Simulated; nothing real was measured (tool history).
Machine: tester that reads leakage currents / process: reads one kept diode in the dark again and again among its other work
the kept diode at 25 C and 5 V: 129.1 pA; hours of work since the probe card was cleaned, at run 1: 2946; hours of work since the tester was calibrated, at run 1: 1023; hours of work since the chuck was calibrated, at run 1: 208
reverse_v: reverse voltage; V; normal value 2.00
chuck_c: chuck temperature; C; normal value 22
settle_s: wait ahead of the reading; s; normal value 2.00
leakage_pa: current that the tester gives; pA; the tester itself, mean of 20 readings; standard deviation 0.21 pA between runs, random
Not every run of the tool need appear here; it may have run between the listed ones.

| run | day | reverse_v | chuck_c | settle_s | hours of work since the probe card was cleaned | hours of work since the tester was calibrated | hours of work since the chuck was calibrated | leakage_pa |
|---|---|---|---|---|---|---|---|---|
| 1 | 0.000 | 2.00 | 22 | 2.00 | 2946 | 1023 | 208 | 71.43 |
| 2 | 0.979 | 2.00 | 22 | 2.00 | 2960 | 1036 | 222 | 71.58 |
| 3 | 1.854 | 2.00 | 22 | 1.96 | 2972 | 1049 | 234 | 71.36 |
| 4 | 3.229 | 2.00 | 22 | 1.96 | 2992 | 1068 | 253 | 71.33 |
| 5 | 4.358 | 2.63 | 22 | 1.96 | 3008 | 1084 | 269 | 80.74 |
|  | 5.150 | probe card cleaned and baked |
| 6 | 5.696 | 2.00 | 22 | 2.00 | 8 | 1101 | 286 | 68.81 |
| 7 | 6.604 | 2.00 | 22 | 2.00 | 20 | 1114 | 299 | 69.05 |
| 8 | 7.612 | 2.00 | 22 | 2.00 | 35 | 1128 | 313 | 69.19 |
| 9 | 9.700 | 2.00 | 22 | 2.00 | 64 | 1158 | 343 | 68.91 |
| 10 | 11.312 | 2.00 | 22 | 2.00 | 87 | 1180 | 366 | 68.97 |
| 11 | 12.254 | 14.50 | 22 | 2.00 | 100 | 1194 | 379 | 162.24 |
| 12 | 13.854 | 14.50 | 22 | 2.00 | 123 | 1216 | 401 | 163.01 |
| 13 | 15.475 | 14.50 | 22 | 2.00 | 146 | 1239 | 424 | 163.22 |
| 14 | 16.754 | 14.50 | 22 | 2.00 | 164 | 1257 | 442 | 163.12 |
| 15 | 17.808 | 14.50 | 22 | 2.00 | 179 | 1272 | 457 | 162.41 |
| 16 | 19.267 | 2.00 | 40 | 4.43 | 199 | 1292 | 478 | 318.73 |
| 17 | 20.175 | 2.00 | 40 | 4.43 | 212 | 1305 | 491 | 320.28 |
| 18 | 22.242 | 2.00 | 40 | 4.43 | 241 | 1334 | 520 | 319.80 |
| 19 | 23.125 | 4.39 | 40 | 4.43 | 253 | 1347 | 532 | 446.44 |
| 20 | 24.550 | 4.39 | 40 | 4.43 | 274 | 1367 | 552 | 446.31 |
| 21 | 25.592 | 13.79 | 37 | 2.63 | 288 | 1382 | 567 | 573.03 |
| 22 | 27.512 | 13.79 | 37 | 2.63 | 315 | 1409 | 594 | 574.44 |
| 23 | 29.033 | 5.32 | 37 | 2.63 | 337 | 1430 | 616 | 382.19 |
| 24 | 30.954 | 2.00 | 48 | 8.42 | 364 | 1457 | 643 | 600.30 |
| 25 | 33.000 | 2.00 | 48 | 8.42 | 393 | 1486 | 671 | 601.09 |
| 26 | 34.254 | 4.19 | 21 | 8.42 | 410 | 1504 | 689 | 88.26 |

Run 27 has not been measured yet. What should we expect?
| 27 | 35.817 | 10.74 | 21 | 2.00 | 432 | 1526 | 711 | ? |

Run 27 measured leakage_pa 133.11 pA.
Take away the tool's hidden state, keep the run-to-run variation as it was, and the same run would have given leakage_pa 126.13 pA.

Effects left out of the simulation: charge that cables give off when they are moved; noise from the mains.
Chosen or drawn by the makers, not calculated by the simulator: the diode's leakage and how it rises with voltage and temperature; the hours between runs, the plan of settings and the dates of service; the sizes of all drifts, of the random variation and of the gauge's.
